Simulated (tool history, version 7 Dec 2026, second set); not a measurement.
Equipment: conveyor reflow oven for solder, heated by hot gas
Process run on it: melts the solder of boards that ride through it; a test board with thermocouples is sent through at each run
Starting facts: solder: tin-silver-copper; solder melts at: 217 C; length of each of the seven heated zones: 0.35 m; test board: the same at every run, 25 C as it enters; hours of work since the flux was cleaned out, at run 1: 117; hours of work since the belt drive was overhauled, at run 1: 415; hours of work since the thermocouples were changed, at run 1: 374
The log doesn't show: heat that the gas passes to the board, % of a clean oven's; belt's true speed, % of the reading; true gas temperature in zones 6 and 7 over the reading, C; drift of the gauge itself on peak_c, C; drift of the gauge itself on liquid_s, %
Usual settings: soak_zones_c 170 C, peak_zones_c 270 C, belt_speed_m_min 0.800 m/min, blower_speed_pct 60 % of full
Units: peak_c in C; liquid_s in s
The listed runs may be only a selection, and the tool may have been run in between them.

run   hour  soak_zones_c  peak_zones_c  belt_speed_m_min  blower_speed_pct  hours of work since the flux was cleaned out  hours of work since the belt drive was overhauled  hours of work since the thermocouples were changed  peak_c  liquid_s
  1    0.0           170           270             0.800                60                                           117                                                415                                                 374   255.8     40.43
  2   26.6           169           270             0.800                60                                           138                                                436                                                 394   255.5     40.12
  3   39.3           169           270             0.800                60                                           148                                                446                                                 404   255.6     40.00
  4   65.1           169           270             0.800                60                                           168                                                466                                                 425   255.7     39.93
  5   88.9           169           270             0.800                60                                           187                                                485                                                 443   255.5     40.01
  6  115.0           170           270             0.800                51                                           207                                                505                                                 464   252.6     38.36
  7  137.1           170           270             0.800                51                                           225                                                523                                                 481   252.7     38.31
  8  152.0           170           273             0.800                60                                           236                                                534                                                 493   258.2     41.36
     175.7  -- thermocouples of zones 6 and 7 changed
  9  175.9           170           259             0.800                60                                           253                                                552                                                   0   244.7     34.65
     182.9  -- flux residue cleaned out of gas plates and filters
 10  205.5           170           282             0.800                60                                            18                                                571                                                  19   266.9     44.79
 11  219.5           170           282             0.800                60                                            29                                                582                                                  30   266.7     44.81
 12  237.4           170           270             0.943                60                                            43                                                596                                                  45   250.1     31.10
 13  256.2           170           270             0.800                60                                            58                                                611                                                  59   255.8     40.49
 14  284.2           170           270             0.800                60                                            80                                                633                                                  81   255.7     40.56
 15  300.5           170           270             0.800                65                                            92                                                646                                                  94   256.9     41.32
 16  327.8           180           272             0.834                65                                           114                                                667                                                 116   259.0     42.56
 17  355.3           170           282             0.724                54                                           135                                                689                                                 137   267.7     50.10
 18  382.3           170           282             0.724                54                                           157                                                710                                                 158   267.9     50.13
 19  400.3           156           270             0.750                59                                           171                                                724                                                 172   255.0     40.11
 20  420.3           175           270             0.800                62                                           186                                                740                                                 188   256.8     42.18
 21  438.3           175           278             0.700                62                                           201                                                754                                                 202   267.9     53.45
 22  450.6           175           278             0.700                62                                           210                                                764                                                 212   267.9     53.34
 23  466.5           170           270             0.800                68                                           223                                                776                                                 224   257.5     41.63
 24  489.4           165           262             0.802                68                                           241                                                794                                                 242   249.3     36.67
     511.1  -- flux residue cleaned out of gas plates and filters
 25  518.5           165           283             0.953                59                                             6                                                813                                                 261   260.1     33.94
 26  535.9           165           283             0.953                83                                            19                                                827                                                 275   267.9     37.13

For run 27, what comes out?
 27  555.8           173           271             0.895                52                                            35                                                842                                                 291       ?         ?

Run 27 gave peak_c 250.8 C, liquid_s 33.73 s.
Without the tool's hidden state the same run would have given peak_c 250.0 C, liquid_s 33.08 s.

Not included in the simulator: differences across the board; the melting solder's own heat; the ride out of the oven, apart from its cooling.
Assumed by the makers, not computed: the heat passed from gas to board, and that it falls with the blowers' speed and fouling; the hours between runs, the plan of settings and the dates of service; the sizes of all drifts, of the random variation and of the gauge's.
